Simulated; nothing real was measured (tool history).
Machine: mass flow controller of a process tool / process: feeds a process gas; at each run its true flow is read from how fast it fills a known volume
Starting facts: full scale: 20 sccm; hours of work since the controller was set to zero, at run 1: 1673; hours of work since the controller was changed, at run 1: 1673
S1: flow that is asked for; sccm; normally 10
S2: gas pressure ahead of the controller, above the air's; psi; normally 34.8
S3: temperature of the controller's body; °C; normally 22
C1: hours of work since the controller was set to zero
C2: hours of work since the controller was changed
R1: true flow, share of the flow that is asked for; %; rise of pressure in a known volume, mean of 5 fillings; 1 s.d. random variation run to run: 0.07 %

run 1 hour=0.0 | S1=10 S2=34.8 S3=22 | C1=1673 C2=1673 | R1=97.86
run 2 hour=230.1 | S1=10 S2=34.8 S3=22 | C1=1769 C2=1769 | R1=97.82
run 3 hour=476.8 | S1=8 S2=34.8 S3=22 | C1=1872 C2=1872 | R1=97.50
run 4 hour=1034.2 | S1=10 S2=34.8 S3=22 | C1=2106 C2=2106 | R1=97.56
run 5 hour=1428.8 | S1=7 S2=34.8 S3=22 | C1=2271 C2=2271 | R1=97.01
run 6 hour=1821.3 | S1=10 S2=34.8 S3=22 | C1=2435 C2=2435 | R1=97.59
run 7 hour=2109.4 | S1=10 S2=34.8 S3=22 | C1=2555 C2=2555 | R1=97.56
run 8 hour=2417.0 | S1=10 S2=34.8 S3=22 | C1=2684 C2=2684 | R1=97.39
run 9 hour=2687.8 | S1=10 S2=34.8 S3=22 | C1=2797 C2=2797 | R1=97.34
run 10 hour=3206.8 | S1=10 S2=34.8 S3=22 | C1=3014 C2=3014 | R1=97.20
run 11 hour=3608.1 | S1=6 S2=34.8 S3=22 | C1=3182 C2=3182 | R1=96.10
run 12 hour=3867.1 | S1=6 S2=34.8 S3=22 | C1=3290 C2=3290 | R1=96.15
run 13 hour=4105.9 | S1=10 S2=32.3 S3=22 | C1=3390 C2=3390 | R1=97.09
run 14 hour=4561.6 | S1=10 S2=32.3 S3=22 | C1=3581 C2=3581 | R1=96.91
run 15 hour=4978.6 | S1=10 S2=32.3 S3=22 | C1=3755 C2=3755 | R1=96.79
run 16 hour=5310.6 | S1=10 S2=32.3 S3=22 | C1=3894 C2=3894 | R1=96.91
run 17 hour=5570.8 | S1=10 S2=32.3 S3=22 | C1=4003 C2=4003 | R1=96.73
run 18 hour=5997.2 | S1=10 S2=34.8 S3=22 | C1=4181 C2=4181 | R1=96.64
run 19 hour=6316.4 | S1=10 S2=34.8 S3=27 | C1=4314 C2=4314 | R1=96.46
run 20 hour=6784.9 | S1=10 S2=34.8 S3=38 | C1=4510 C2=4510 | R1=96.22
run 21 hour=7178.2 | S1=10 S2=34.8 S3=38 | C1=4675 C2=4675 | R1=96.02
run 22 hour=7595.9 | S1=6 S2=34.8 S3=22 | C1=4850 C2=4850 | R1=95.07
run 23 hour=8132.8 | S1=10 S2=21.0 S3=22 | C1=5074 C2=5074 | R1=96.23
run 24 hour=8442.9 | S1=10 S2=21.0 S3=22 | C1=5204 C2=5204 | R1=96.26
-- hour=8575.2 controller exchanged for a calibrated one
run 25 hour=8838.0 | S1=10 S2=21.0 S3=29 | C1=110 C2=110 | R1=99.02
run 26 hour=9282.7 | S1=10 S2=21.0 S3=29 | C1=296 C2=296 | R1=98.87
run 27 hour=9707.7 | S1=10 S2=21.0 S3=29 | C1=474 C2=474 | R1=98.85
run 28 hour=10217.2 | S1=12 S2=34.8 S3=30 | C1=687 C2=687 | R1=98.68
run 29 hour=10729.3 | S1=12 S2=34.8 S3=30 | C1=901 C2=901 | R1=98.53
run 30 hour=11253.6 | S1=12 S2=34.8 S3=21 | C1=1120 C2=1120 | R1=98.69
run 31 hour=11756.7 | S1=12 S2=34.8 S3=21 | C1=1330 C2=1330 | R1=98.55
-- hour=11810.1 controller's zero set anew
run 32 hour=12269.5 | S1=12 S2=38.7 S3=21 | C1=192 C2=1545 | R1=98.38
run 33 hour=12677.3 | S1=12 S2=35.4 S3=28 | C1=363 C2=1715 | R1=98.17
run 34 hour=12969.4 | S1=12 S2=35.4 S3=28 | C1=485 C2=1837 | R1=98.16
run 35 hour=13311.0 | S1=3 S2=35.4 S3=28 | C1=628 C2=1980 | R1=95.38
run 36 hour=13714.1 | S1=3 S2=35.4 S3=28 | C1=796 C2=2149 | R1=95.11
run 37 hour=14099.9 | S1=8 S2=33.5 S3=38 | C1=958 C2=2310 | R1=96.78
run 38 hour=14405.1 | S1=2 S2=34.8 S3=22 | C1=1085 C2=2438 | R1=93.93
-- hour=14681.7 controller's zero set anew, once more
run 39 hour=14784.5 | S1=10 S2=36.1 S3=33 | C1=43 C2=2596 | R1=97.84
run 40 hour=15069.3 | S1=10 S2=36.1 S3=33 | C1=162 C2=2715 | R1=97.75

Expected results for the next run?
run 41 hour=15602.1 | S1=14 S2=36.1 S3=33 | C1=385 C2=2938 | R1=?

{"run 41": {"R1": 98.41}}
Were there no unlogged condition in the tool, this run, its random variation unchanged, would have produced R1 99.13 %.

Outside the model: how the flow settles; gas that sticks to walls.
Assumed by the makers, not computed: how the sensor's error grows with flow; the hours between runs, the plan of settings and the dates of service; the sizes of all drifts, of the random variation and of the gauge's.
